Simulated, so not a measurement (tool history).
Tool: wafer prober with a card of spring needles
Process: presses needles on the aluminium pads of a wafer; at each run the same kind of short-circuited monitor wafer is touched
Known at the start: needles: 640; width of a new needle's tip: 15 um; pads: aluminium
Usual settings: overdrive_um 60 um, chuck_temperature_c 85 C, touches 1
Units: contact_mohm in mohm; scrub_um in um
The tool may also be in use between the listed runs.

| run | hour | overdrive_um | chuck_temperature_c | touches | contact_mohm | scrub_um |
|---|---|---|---|---|---|---|
| 1 | 0 | 60 | 85 | 1 | 498 | 11.39 |
|  | 7.4 | tips cleaned on abrasive film |
|  | 11.7 | height of the first contact set anew |
|  | 27.6 | tips cleaned on abrasive film |
|  | 45.7 | tips cleaned on abrasive film |
|  | 62.3 | tips cleaned on abrasive film |
| 2 | 62.3 | 60 | 85 | 1 | 299 | 11.59 |
|  | 81.3 | tips cleaned on abrasive film |
|  | 101.2 | tips cleaned on abrasive film |
|  | 121.1 | tips cleaned on abrasive film |
| 3 | 125.1 | 60 | 85 | 1 | 387 | 11.57 |
|  | 140.6 | tips cleaned on abrasive film |
|  | 159.3 | tips cleaned on abrasive film |
|  | 179.2 | tips cleaned on abrasive film |
|  | 198.2 | tips cleaned on abrasive film |
| 4 | 201.6 | 60 | 85 | 1 | 359 | 11.51 |
|  | 217.3 | tips cleaned on abrasive film |
|  | 237.2 | tips cleaned on abrasive film |
|  | 257 | tips cleaned on abrasive film |
| 5 | 266.8 | 60 | 85 | 1 | 473 | 11.46 |
|  | 274.8 | tips cleaned on abrasive film |
|  | 294.7 | tips cleaned on abrasive film |
|  | 313.1 | tips cleaned on abrasive film |
| 6 | 324.9 | 60 | 85 | 1 | 490 | 11.43 |
|  | 332 | tips cleaned on abrasive film |
|  | 340.3 | height of the first contact set anew |
|  | 348.3 | tips cleaned on abrasive film |
|  | 367.9 | tips cleaned on abrasive film |
|  | 387.7 | tips cleaned on abrasive film |
| 7 | 391.8 | 60 | 85 | 1 | 376 | 11.6 |
|  | 403.8 | tips cleaned on abrasive film |
|  | 423.5 | tips cleaned on abrasive film |
| 8 | 437.3 | 41 | 85 | 1 | 783 | 7.89 |
|  | 441.3 | tips cleaned on abrasive film |
|  | 460.7 | tips cleaned on abrasive film |
|  | 480.6 | tips cleaned on abrasive film |
|  | 500.4 | tips cleaned on abrasive film |
| 9 | 514.6 | 41 | 28 | 1 | 852 | 7.84 |
|  | 518.7 | tips cleaned on abrasive film |
|  | 538.2 | tips cleaned on abrasive film |
|  | 558.1 | tips cleaned on abrasive film |
| 10 | 573.3 | 60 | 46 | 1 | 551 | 11.49 |
|  | 577.3 | tips cleaned on abrasive film |
|  | 593.3 | tips cleaned on abrasive film |
|  | 613.1 | tips cleaned on abrasive film |
|  | 629.1 | tips cleaned on abrasive film |
| 11 | 632.3 | 60 | 85 | 1 | 378 | 11.43 |
|  | 648.2 | tips cleaned on abrasive film |
|  | 667.3 | tips cleaned on abrasive film |
|  | 667.6 | height of the first contact set anew |
|  | 686.8 | tips cleaned on abrasive film |
|  | 704.6 | tips cleaned on abrasive film |
| 12 | 704.6 | 60 | 85 | 1 | 293 | 11.63 |
|  | 724.3 | tips cleaned on abrasive film |
|  | 743.5 | tips cleaned on abrasive film |
| 13 | 749.5 | 60 | 85 | 1 | 431 | 11.59 |
|  | 760.3 | tips cleaned on abrasive film |
|  | 778.2 | tips cleaned on abrasive film |
|  | 798.1 | tips cleaned on abrasive film |
|  | 817.6 | tips cleaned on abrasive film |
| 14 | 823.5 | 72 | 33 | 1 | 372 | 13.87 |
|  | 835.4 | tips cleaned on abrasive film |
|  | 854.3 | tips cleaned on abrasive film |
|  | 873.5 | tips cleaned on abrasive film |
| 15 | 873.5 | 49 | 33 | 2 | 278 | 9.36 |
|  | 893.4 | tips cleaned on abrasive film |
|  | 913.3 | tips cleaned on abrasive film |
|  | 933.2 | tips cleaned on abrasive film |
| 16 | 945.4 | 49 | 85 | 2 | 491 | 9.32 |
|  | 949.5 | tips cleaned on abrasive film |
|  | 968.3 | tips cleaned on abrasive film |
|  | 988.2 | tips cleaned on abrasive film |
|  | 996.1 | height of the first contact set anew |
| 17 | 998.7 | 67 | 85 | 1 | 441 | 12.99 |
|  | 1006.7 | tips cleaned on abrasive film |
|  | 1025.9 | tips cleaned on abrasive film |
|  | 1045.8 | tips cleaned on abrasive film |
|  | 1062.1 | tips cleaned on abrasive film |
| 18 | 1062.1 | 60 | 85 | 1 | 304 | 11.6 |
|  | 1081.9 | tips cleaned on abrasive film |
|  | 1097.9 | tips cleaned on abrasive film |
|  | 1117.3 | tips cleaned on abrasive film |
|  | 1136.5 | tips cleaned on abrasive film |
| 19 | 1140 | 60 | 85 | 1 | 373 | 11.54 |
|  | 1156 | tips cleaned on abrasive film |
|  | 1175.9 | tips cleaned on abrasive film |
|  | 1195.8 | tips cleaned on abrasive film |
|  | 1215.1 | tips cleaned on abrasive film |
| 20 | 1215.1 | 42 | 121 | 1 | 366 | 8 |
|  | 1234.4 | tips cleaned on abrasive film |
|  | 1252.5 | tips cleaned on abrasive film |
| 21 | 1252.5 | 42 | 121 | 1 | 358 | 7.97 |
|  | 1268.5 | tips cleaned on abrasive film |
|  | 1288.4 | tips cleaned on abrasive film |
| 22 | 1292.9 | 57 | 58 | 1 | 442 | 10.86 |

The same runs without the tool's hidden state, with the same run-to-run variation:
The hidden state here: debris on the tips, nm; way that the needles fall short of the set height, um; tips' diameter, um; drift of the gauge itself on contact_mohm, %; drift of the gauge itself on scrub_um, %.
| run | contact_mohm | scrub_um |
|---|---|---|
| 1 | 271 | 11.65 |
| 2 | 271 | 11.63 |
| 3 | 268 | 11.66 |
| 4 | 266 | 11.65 |
| 5 | 273 | 11.65 |
| 6 | 269 | 11.65 |
| 7 | 265 | 11.63 |
| 8 | 281 | 7.95 |
| 9 | 262 | 7.95 |
| 10 | 256 | 11.65 |
| 11 | 264 | 11.64 |
| 12 | 270 | 11.65 |
| 13 | 269 | 11.65 |
| 14 | 251 | 13.98 |
| 15 | 256 | 9.52 |
| 16 | 276 | 9.53 |
| 17 | 266 | 12.99 |
| 18 | 269 | 11.65 |
| 19 | 265 | 11.64 |
| 20 | 290 | 8.16 |
| 21 | 290 | 8.15 |
| 22 | 262 | 11.07 |
